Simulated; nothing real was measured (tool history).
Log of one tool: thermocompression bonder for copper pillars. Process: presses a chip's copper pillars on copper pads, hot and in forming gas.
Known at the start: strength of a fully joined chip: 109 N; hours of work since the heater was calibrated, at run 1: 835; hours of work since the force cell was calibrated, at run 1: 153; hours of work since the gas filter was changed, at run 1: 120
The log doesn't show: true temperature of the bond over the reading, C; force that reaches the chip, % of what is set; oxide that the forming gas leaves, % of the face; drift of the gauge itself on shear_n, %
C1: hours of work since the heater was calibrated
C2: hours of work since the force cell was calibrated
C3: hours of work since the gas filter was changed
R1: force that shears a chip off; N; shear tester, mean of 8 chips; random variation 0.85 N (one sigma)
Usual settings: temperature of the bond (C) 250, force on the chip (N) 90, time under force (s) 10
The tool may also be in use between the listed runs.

Run 1, hour 0: usual settings; C1 835; C2 153; C3 120. Result: R1 80.1 N.
Run 2, hour 10.1: usual settings; C1 841; C2 159; C3 126. Result: R1 77.8 N.
Run 3, hour 20.7: usual settings; C1 848; C2 166; C3 133. Result: R1 80.3 N.
Run 4, hour 31.8: usual settings; C1 855; C2 173; C3 140. Result: R1 78.9 N.
Run 5, hour 42.5: usual settings; C1 861; C2 179; C3 147. Result: R1 78.9 N.
Run 6, hour 48.4: usual settings but temperature of the bond (C) 259; C1 865; C2 183; C3 150. Result: R1 81.7 N.
Run 7, hour 53.7: usual settings; C1 868; C2 186; C3 154. Result: R1 78 N.
Run 8, hour 64.7: usual settings; C1 875; C2 193; C3 160. Result: R1 77.9 N.
Run 9, hour 73.2: usual settings; C1 881; C2 199; C3 166. Result: R1 78.2 N.
Run 10, hour 82.4: usual settings; C1 886; C2 204; C3 171. Result: R1 79.6 N.
Run 11, hour 91.1: usual settings but force on the chip (N) 102; C1 892; C2 210; C3 177. Result: R1 83.9 N.
Run 12, hour 96.7: usual settings but temperature of the bond (C) 259, force on the chip (N) 85, time under force (s) 11; C1 895; C2 213; C3 180. Result: R1 82.6 N.
Run 13, hour 106.3: usual settings but time under force (s) 5; C1 901; C2 219; C3 186. Result: R1 64.8 N.
Run 14, hour 117: usual settings but temperature of the bond (C) 244, force on the chip (N) 58, time under force (s) 16; C1 908; C2 226; C3 193. Result: R1 61.3 N.
Run 15, hour 125.4: usual settings but temperature of the bond (C) 244, force on the chip (N) 58, time under force (s) 16; C1 913; C2 231; C3 198. Result: R1 61.7 N.
Run 16, hour 133.7: usual settings but temperature of the bond (C) 271, time under force (s) 12; C1 918; C2 236; C3 203. Result: R1 91.8 N.
Run 17, hour 139.2: usual settings but temperature of the bond (C) 245, force on the chip (N) 128, time under force (s) 12; C1 922; C2 240; C3 207. Result: R1 93 N.
Run 18, hour 145.8: usual settings but temperature of the bond (C) 245, force on the chip (N) 128, time under force (s) 6; C1 926; C2 244; C3 211. Result: R1 82.8 N.
Run 19, hour 154.2: usual settings but temperature of the bond (C) 245, force on the chip (N) 103, time under force (s) 5; C1 931; C2 249; C3 216. Result: R1 68.1 N.
Run 20, hour 161.8: usual settings but temperature of the bond (C) 245, force on the chip (N) 103, time under force (s) 5; C1 936; C2 254; C3 221. Result: R1 68.8 N.

Forecast each of these 3 alternatives for the next run:
Run A, hour 171.3: usual settings but force on the chip (N) 82; C1 942; C2 260; C3 227. Result: R1 ?.
Run B, hour 171.3: usual settings but temperature of the bond (C) 245, force on the chip (N) 103, time under force (s) 7; C1 942; C2 260; C3 227. Result: R1 ?.
Run C, hour 171.3: usual settings but temperature of the bond (C) 271, force on the chip (N) 60, time under force (s) 5; C1 942; C2 260; C3 227. Result: R1 ?.

run    R1
  A  73.5
  B  73.9
  C  56.1
Without the tool's hidden state the same runs would have given:
run    R1
  A  73.7
  B  74.2
  C    56

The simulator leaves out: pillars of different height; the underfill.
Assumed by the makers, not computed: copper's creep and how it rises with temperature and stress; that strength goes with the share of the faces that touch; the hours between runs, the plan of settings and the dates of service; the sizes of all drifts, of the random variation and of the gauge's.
